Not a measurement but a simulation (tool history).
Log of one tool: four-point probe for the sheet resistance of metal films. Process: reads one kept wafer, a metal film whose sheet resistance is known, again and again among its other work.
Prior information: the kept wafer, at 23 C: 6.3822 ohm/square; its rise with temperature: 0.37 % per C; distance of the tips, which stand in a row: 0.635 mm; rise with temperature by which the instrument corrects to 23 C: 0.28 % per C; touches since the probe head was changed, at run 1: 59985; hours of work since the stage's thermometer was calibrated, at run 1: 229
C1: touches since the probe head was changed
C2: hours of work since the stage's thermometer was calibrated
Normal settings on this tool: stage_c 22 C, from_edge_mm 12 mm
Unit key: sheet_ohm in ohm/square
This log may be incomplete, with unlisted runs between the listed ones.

{"run": 1, "hour": 0.0, "stage_c": 22, "from_edge_mm": 12, "C1": 59985, "C2": 229, "sheet_ohm": 6.347472}
{"run": 2, "hour": 92.7, "stage_c": 29, "from_edge_mm": 12, "C1": 63540, "C2": 277, "sheet_ohm": 6.388688}
{"run": 3, "hour": 156.4, "stage_c": 29, "from_edge_mm": 12, "C1": 65981, "C2": 310, "sheet_ohm": 6.38507}
{"run": 4, "hour": 216.2, "stage_c": 29, "from_edge_mm": 12, "C1": 68275, "C2": 342, "sheet_ohm": 6.385618}
{"run": 5, "hour": 296.8, "stage_c": 22, "from_edge_mm": 12, "C1": 71368, "C2": 384, "sheet_ohm": 6.344041}
{"run": 6, "hour": 339.3, "stage_c": 18, "from_edge_mm": 12, "C1": 72996, "C2": 406, "sheet_ohm": 6.321029}
{"run": 7, "hour": 418.3, "stage_c": 18, "from_edge_mm": 12, "C1": 76027, "C2": 447, "sheet_ohm": 6.318239}
{"run": 8, "hour": 459.9, "stage_c": 18, "from_edge_mm": 12, "C1": 77622, "C2": 469, "sheet_ohm": 6.319106}
{"run": 9, "hour": 522.0, "stage_c": 22, "from_edge_mm": 12, "C1": 80001, "C2": 501, "sheet_ohm": 6.34344}
{"run": 10, "hour": 593.3, "stage_c": 22, "from_edge_mm": 12, "C1": 82738, "C2": 538, "sheet_ohm": 6.342423}
{"hour": 653.1, "done": "new probe head fitted"}
{"run": 11, "hour": 654.9, "stage_c": 22, "from_edge_mm": 12, "C1": 66, "C2": 570, "sheet_ohm": 6.371906}
{"run": 12, "hour": 740.7, "stage_c": 22, "from_edge_mm": 12, "C1": 3357, "C2": 614, "sheet_ohm": 6.370874}
{"run": 13, "hour": 804.9, "stage_c": 22, "from_edge_mm": 12, "C1": 5821, "C2": 648, "sheet_ohm": 6.369302}
{"run": 14, "hour": 843.3, "stage_c": 22, "from_edge_mm": 26, "C1": 7294, "C2": 668, "sheet_ohm": 6.361022}
{"run": 15, "hour": 934.5, "stage_c": 22, "from_edge_mm": 12, "C1": 10789, "C2": 715, "sheet_ohm": 6.370871}
{"run": 16, "hour": 1002.4, "stage_c": 22, "from_edge_mm": 8, "C1": 13393, "C2": 751, "sheet_ohm": 6.378465}
{"run": 17, "hour": 1062.0, "stage_c": 22, "from_edge_mm": 8, "C1": 15677, "C2": 782, "sheet_ohm": 6.378444}
{"run": 18, "hour": 1113.6, "stage_c": 34, "from_edge_mm": 12, "C1": 17658, "C2": 809, "sheet_ohm": 6.436133}
{"run": 19, "hour": 1175.1, "stage_c": 22, "from_edge_mm": 4, "C1": 20015, "C2": 841, "sheet_ohm": 6.444174}
{"run": 20, "hour": 1212.9, "stage_c": 22, "from_edge_mm": 4, "C1": 21466, "C2": 860, "sheet_ohm": 6.442365}
{"run": 21, "hour": 1258.0, "stage_c": 22, "from_edge_mm": 4, "C1": 23193, "C2": 884, "sheet_ohm": 6.441502}
{"run": 22, "hour": 1300.8, "stage_c": 22, "from_edge_mm": 4, "C1": 24835, "C2": 906, "sheet_ohm": 6.440266}
{"run": 23, "hour": 1381.3, "stage_c": 22, "from_edge_mm": 4, "C1": 27923, "C2": 948, "sheet_ohm": 6.440301}
{"run": 24, "hour": 1458.1, "stage_c": 22, "from_edge_mm": 4, "C1": 30868, "C2": 988, "sheet_ohm": 6.439315}
{"run": 25, "hour": 1519.1, "stage_c": 29, "from_edge_mm": 33, "C1": 33208, "C2": 1020, "sheet_ohm": 6.394983}
{"run": 26, "hour": 1569.1, "stage_c": 31, "from_edge_mm": 21, "C1": 35125, "C2": 1046, "sheet_ohm": 6.406375}
{"run": 27, "hour": 1660.4, "stage_c": 26, "from_edge_mm": 39, "C1": 38625, "C2": 1093, "sheet_ohm": 6.376901}
{"run": 28, "hour": 1741.8, "stage_c": 33, "from_edge_mm": 28, "C1": 41745, "C2": 1136, "sheet_ohm": 6.416443}
{"run": 29, "hour": 1827.6, "stage_c": 30, "from_edge_mm": 12, "C1": 45037, "C2": 1180, "sheet_ohm": 6.406458}
{"run": 30, "hour": 1893.5, "stage_c": 32, "from_edge_mm": 7, "C1": 47565, "C2": 1215, "sheet_ohm": 6.435518}
{"run": 31, "hour": 1960.5, "stage_c": 23, "from_edge_mm": 22, "C1": 50134, "C2": 1250, "sheet_ohm": 6.358022}
{"run": 32, "hour": 2011.6, "stage_c": 23, "from_edge_mm": 12, "C1": 52092, "C2": 1276, "sheet_ohm": 6.364275}
{"run": 33, "hour": 2067.8, "stage_c": 23, "from_edge_mm": 12, "C1": 54247, "C2": 1305, "sheet_ohm": 6.363631}
{"run": 34, "hour": 2115.8, "stage_c": 20, "from_edge_mm": 8, "C1": 56089, "C2": 1331, "sheet_ohm": 6.358162}
{"run": 35, "hour": 2162.3, "stage_c": 27, "from_edge_mm": 61, "C1": 57872, "C2": 1355, "sheet_ohm": 6.377158}
{"run": 36, "hour": 2229.6, "stage_c": 25, "from_edge_mm": 5, "C1": 60454, "C2": 1390, "sheet_ohm": 6.417569}
{"run": 37, "hour": 2295.5, "stage_c": 25, "from_edge_mm": 5, "C1": 62979, "C2": 1424, "sheet_ohm": 6.416873}
{"run": 38, "hour": 2342.3, "stage_c": 23, "from_edge_mm": 74, "C1": 64775, "C2": 1448, "sheet_ohm": 6.350188}
{"run": 39, "hour": 2385.3, "stage_c": 28, "from_edge_mm": 23, "C1": 66422, "C2": 1471, "sheet_ohm": 6.380219}
{"run": 40, "hour": 2478.4, "stage_c": 33, "from_edge_mm": 60, "C1": 69992, "C2": 1519, "sheet_ohm": 6.404933}
{"run": 41, "hour": 2549.7, "stage_c": 35, "from_edge_mm": 60, "C1": 72729, "C2": 1557, "sheet_ohm": 6.415416}
{"run": 42, "hour": 2628.1, "stage_c": 22, "from_edge_mm": 12, "C1": 75733, "C2": 1597, "sheet_ohm": 6.349346}
{"run": 43, "hour": 2700.1, "stage_c": 22, "from_edge_mm": 11, "C1": 78497, "C2": 1635, "sheet_ohm": 6.351231}
{"run": 44, "hour": 2787.2, "stage_c": 22, "from_edge_mm": 48, "C1": 81835, "C2": 1680, "sheet_ohm": 6.33932}
{"hour": 2872.0, "done": "new probe head fitted"}
{"run": 45, "hour": 2880.7, "stage_c": 22, "from_edge_mm": 26, "C1": 333, "C2": 1728, "sheet_ohm": 6.387792}

Predict each of these 3 candidate next runs independently; none follows another, all start after run 45:
{"hour": 2904.4, "done": "stage's thermometer calibrated"}
{"run": "A", "hour": 2939.9, "stage_c": 22, "from_edge_mm": 34, "C1": 2584, "C2": 19, "sheet_ohm": "?"}
{"hour": 2904.4, "done": "stage's thermometer calibrated"}
{"run": "B", "hour": 2939.9, "stage_c": 20, "from_edge_mm": 4, "C1": 2584, "C2": 19, "sheet_ohm": "?"}
{"hour": 2904.4, "done": "stage's thermometer calibrated"}
{"run": "C", "hour": 2939.9, "stage_c": 22, "from_edge_mm": 45, "C1": 2584, "C2": 19, "sheet_ohm": "?"}

run=A sheet_ohm=6.376612
run=B sheet_ohm=6.450698
run=C sheet_ohm=6.375401
Had the tool no hidden state, the same runs would have come out as:
run=A sheet_ohm=6.377859
run=B sheet_ohm=6.451945
run=C sheet_ohm=6.376648

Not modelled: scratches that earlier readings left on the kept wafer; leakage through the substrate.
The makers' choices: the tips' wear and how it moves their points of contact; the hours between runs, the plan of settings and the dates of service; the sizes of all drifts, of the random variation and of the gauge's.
